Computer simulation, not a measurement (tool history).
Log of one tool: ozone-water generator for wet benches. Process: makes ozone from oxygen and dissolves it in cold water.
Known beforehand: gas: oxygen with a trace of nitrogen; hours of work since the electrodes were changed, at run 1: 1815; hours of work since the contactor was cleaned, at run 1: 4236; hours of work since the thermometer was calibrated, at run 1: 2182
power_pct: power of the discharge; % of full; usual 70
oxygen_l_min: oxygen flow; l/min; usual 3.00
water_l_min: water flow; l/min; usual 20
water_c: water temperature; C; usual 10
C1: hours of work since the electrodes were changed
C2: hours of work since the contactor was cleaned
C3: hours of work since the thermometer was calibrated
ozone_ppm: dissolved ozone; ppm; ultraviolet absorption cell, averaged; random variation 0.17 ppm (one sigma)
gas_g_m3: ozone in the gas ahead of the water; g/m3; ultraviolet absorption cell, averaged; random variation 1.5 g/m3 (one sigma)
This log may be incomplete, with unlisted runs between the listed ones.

{"run": 1, "hour": 0.0, "power_pct": 70, "oxygen_l_min": 3.0, "water_l_min": 20, "water_c": 10, "C1": 1815, "C2": 4236, "C3": 2182, "ozone_ppm": 20.7, "gas_g_m3": 256.8}
{"run": 2, "hour": 136.3, "power_pct": 70, "oxygen_l_min": 3.0, "water_l_min": 20, "water_c": 10, "C1": 1942, "C2": 4364, "C3": 2309, "ozone_ppm": 20.7, "gas_g_m3": 249.9}
{"run": 3, "hour": 197.0, "power_pct": 70, "oxygen_l_min": 3.0, "water_l_min": 20, "water_c": 10, "C1": 1999, "C2": 4420, "C3": 2366, "ozone_ppm": 20.7, "gas_g_m3": 252.3}
{"run": 4, "hour": 270.7, "power_pct": 70, "oxygen_l_min": 3.0, "water_l_min": 20, "water_c": 10, "C1": 2068, "C2": 4489, "C3": 2435, "ozone_ppm": 20.6, "gas_g_m3": 251.6}
{"run": 5, "hour": 412.8, "power_pct": 70, "oxygen_l_min": 3.0, "water_l_min": 20, "water_c": 10, "C1": 2200, "C2": 4622, "C3": 2567, "ozone_ppm": 20.2, "gas_g_m3": 250.8}
{"run": 6, "hour": 550.1, "power_pct": 70, "oxygen_l_min": 3.0, "water_l_min": 20, "water_c": 10, "C1": 2328, "C2": 4750, "C3": 2695, "ozone_ppm": 19.9, "gas_g_m3": 249.3}
{"run": 7, "hour": 686.4, "power_pct": 70, "oxygen_l_min": 3.0, "water_l_min": 20, "water_c": 10, "C1": 2456, "C2": 4877, "C3": 2823, "ozone_ppm": 20.0, "gas_g_m3": 249.4}
{"run": 8, "hour": 793.2, "power_pct": 70, "oxygen_l_min": 3.0, "water_l_min": 20, "water_c": 8, "C1": 2555, "C2": 4977, "C3": 2922, "ozone_ppm": 20.4, "gas_g_m3": 246.8}
{"run": 9, "hour": 865.2, "power_pct": 70, "oxygen_l_min": 3.0, "water_l_min": 20, "water_c": 8, "C1": 2623, "C2": 5044, "C3": 2990, "ozone_ppm": 20.5, "gas_g_m3": 242.8}
{"run": 10, "hour": 965.9, "power_pct": 70, "oxygen_l_min": 3.0, "water_l_min": 20, "water_c": 10, "C1": 2717, "C2": 5138, "C3": 3084, "ozone_ppm": 19.9, "gas_g_m3": 244.6}
{"hour": 1046.4, "done": "contactor cleaned"}
{"run": 11, "hour": 1095.5, "power_pct": 70, "oxygen_l_min": 3.0, "water_l_min": 20, "water_c": 10, "C1": 2834, "C2": 46, "C3": 3201, "ozone_ppm": 19.3, "gas_g_m3": 245.1}
{"run": 12, "hour": 1211.4, "power_pct": 52, "oxygen_l_min": 3.0, "water_l_min": 20, "water_c": 10, "C1": 2942, "C2": 154, "C3": 3309, "ozone_ppm": 16.9, "gas_g_m3": 210.1}
{"run": 13, "hour": 1309.1, "power_pct": 52, "oxygen_l_min": 3.0, "water_l_min": 20, "water_c": 10, "C1": 3033, "C2": 245, "C3": 3400, "ozone_ppm": 16.7, "gas_g_m3": 210.5}
{"run": 14, "hour": 1407.7, "power_pct": 52, "oxygen_l_min": 3.0, "water_l_min": 20, "water_c": 12, "C1": 3125, "C2": 337, "C3": 3492, "ozone_ppm": 16.5, "gas_g_m3": 209.6}
{"run": 15, "hour": 1511.6, "power_pct": 52, "oxygen_l_min": 3.0, "water_l_min": 20, "water_c": 12, "C1": 3222, "C2": 434, "C3": 3589, "ozone_ppm": 16.2, "gas_g_m3": 209.2}
{"hour": 1589.9, "done": "water thermometer calibrated"}
{"run": 16, "hour": 1608.2, "power_pct": 70, "oxygen_l_min": 1.68, "water_l_min": 20, "water_c": 10, "C1": 3312, "C2": 524, "C3": 17, "ozone_ppm": 16.6, "gas_g_m3": 330.9}
{"hour": 1700.3, "done": "contactor cleaned, once more"}
{"run": 17, "hour": 1700.3, "power_pct": 70, "oxygen_l_min": 1.68, "water_l_min": 20, "water_c": 10, "C1": 3394, "C2": 0, "C3": 99, "ozone_ppm": 17.1, "gas_g_m3": 325.2}
{"run": 18, "hour": 1808.2, "power_pct": 70, "oxygen_l_min": 3.86, "water_l_min": 18, "water_c": 10, "C1": 3495, "C2": 101, "C3": 200, "ozone_ppm": 22.2, "gas_g_m3": 203.4}
{"run": 19, "hour": 1914.7, "power_pct": 98, "oxygen_l_min": 2.45, "water_l_min": 13, "water_c": 8, "C1": 3594, "C2": 200, "C3": 299, "ozone_ppm": 34.2, "gas_g_m3": 303.4}
{"run": 20, "hour": 2031.1, "power_pct": 70, "oxygen_l_min": 3.0, "water_l_min": 30, "water_c": 6, "C1": 3703, "C2": 309, "C3": 408, "ozone_ppm": 12.6, "gas_g_m3": 232.3}
{"run": 21, "hour": 2105.9, "power_pct": 70, "oxygen_l_min": 2.29, "water_l_min": 30, "water_c": 13, "C1": 3773, "C2": 379, "C3": 478, "ozone_ppm": 11.1, "gas_g_m3": 268.7}
{"run": 22, "hour": 2181.2, "power_pct": 70, "oxygen_l_min": 3.0, "water_l_min": 29, "water_c": 7, "C1": 3843, "C2": 449, "C3": 548, "ozone_ppm": 13.1, "gas_g_m3": 231.5}
{"run": 23, "hour": 2290.4, "power_pct": 50, "oxygen_l_min": 1.55, "water_l_min": 29, "water_c": 11, "C1": 3945, "C2": 551, "C3": 650, "ozone_ppm": 8.6, "gas_g_m3": 283.9}
{"run": 24, "hour": 2403.5, "power_pct": 50, "oxygen_l_min": 1.55, "water_l_min": 29, "water_c": 11, "C1": 4051, "C2": 657, "C3": 756, "ozone_ppm": 8.8, "gas_g_m3": 284.3}
{"run": 25, "hour": 2517.2, "power_pct": 50, "oxygen_l_min": 1.71, "water_l_min": 26, "water_c": 11, "C1": 4157, "C2": 763, "C3": 862, "ozone_ppm": 10.4, "gas_g_m3": 267.3}
{"run": 26, "hour": 2658.6, "power_pct": 50, "oxygen_l_min": 1.71, "water_l_min": 26, "water_c": 11, "C1": 4289, "C2": 895, "C3": 994, "ozone_ppm": 10.3, "gas_g_m3": 265.2}
{"run": 27, "hour": 2741.1, "power_pct": 50, "oxygen_l_min": 1.71, "water_l_min": 26, "water_c": 11, "C1": 4366, "C2": 972, "C3": 1071, "ozone_ppm": 10.4, "gas_g_m3": 264.2}
{"run": 28, "hour": 2814.5, "power_pct": 70, "oxygen_l_min": 3.0, "water_l_min": 17, "water_c": 8, "C1": 4434, "C2": 1040, "C3": 1140, "ozone_ppm": 21.9, "gas_g_m3": 221.7}
{"run": 29, "hour": 2923.5, "power_pct": 91, "oxygen_l_min": 2.46, "water_l_min": 28, "water_c": 13, "C1": 4536, "C2": 1142, "C3": 1241, "ozone_ppm": 13.4, "gas_g_m3": 274.6}
{"run": 30, "hour": 2998.6, "power_pct": 42, "oxygen_l_min": 3.0, "water_l_min": 20, "water_c": 7, "C1": 4606, "C2": 1212, "C3": 1311, "ozone_ppm": 14.9, "gas_g_m3": 178.4}
{"run": 31, "hour": 3090.1, "power_pct": 42, "oxygen_l_min": 3.0, "water_l_min": 20, "water_c": 7, "C1": 4692, "C2": 1297, "C3": 1397, "ozone_ppm": 14.7, "gas_g_m3": 177.4}

Alternative continuations, all from the tool just after run 31; predict every row:
{"run": "A", "hour": 3151.3, "power_pct": 42, "oxygen_l_min": 3.0, "water_l_min": 21, "water_c": 7, "C1": 4749, "C2": 1355, "C3": 1454, "ozone_ppm": "?", "gas_g_m3": "?"}
{"run": "B", "hour": 3151.3, "power_pct": 69, "oxygen_l_min": 2.84, "water_l_min": 20, "water_c": 7, "C1": 4749, "C2": 1355, "C3": 1454, "ozone_ppm": "?", "gas_g_m3": "?"}
{"run": "C", "hour": 3151.3, "power_pct": 43, "oxygen_l_min": 2.52, "water_l_min": 20, "water_c": 10, "C1": 4749, "C2": 1355, "C3": 1454, "ozone_ppm": "?", "gas_g_m3": "?"}

run=A ozone_ppm=14.2 gas_g_m3=177.4
run=B ozone_ppm=18.2 gas_g_m3=223.0
run=C ozone_ppm=14.2 gas_g_m3=197.9
Stripped of hidden state, with their random variation kept, the same runs would have yielded:
run=A ozone_ppm=17.2 gas_g_m3=212.6
run=B ozone_ppm=23.3 gas_g_m3=282.2
run=C ozone_ppm=17.2 gas_g_m3=237.8

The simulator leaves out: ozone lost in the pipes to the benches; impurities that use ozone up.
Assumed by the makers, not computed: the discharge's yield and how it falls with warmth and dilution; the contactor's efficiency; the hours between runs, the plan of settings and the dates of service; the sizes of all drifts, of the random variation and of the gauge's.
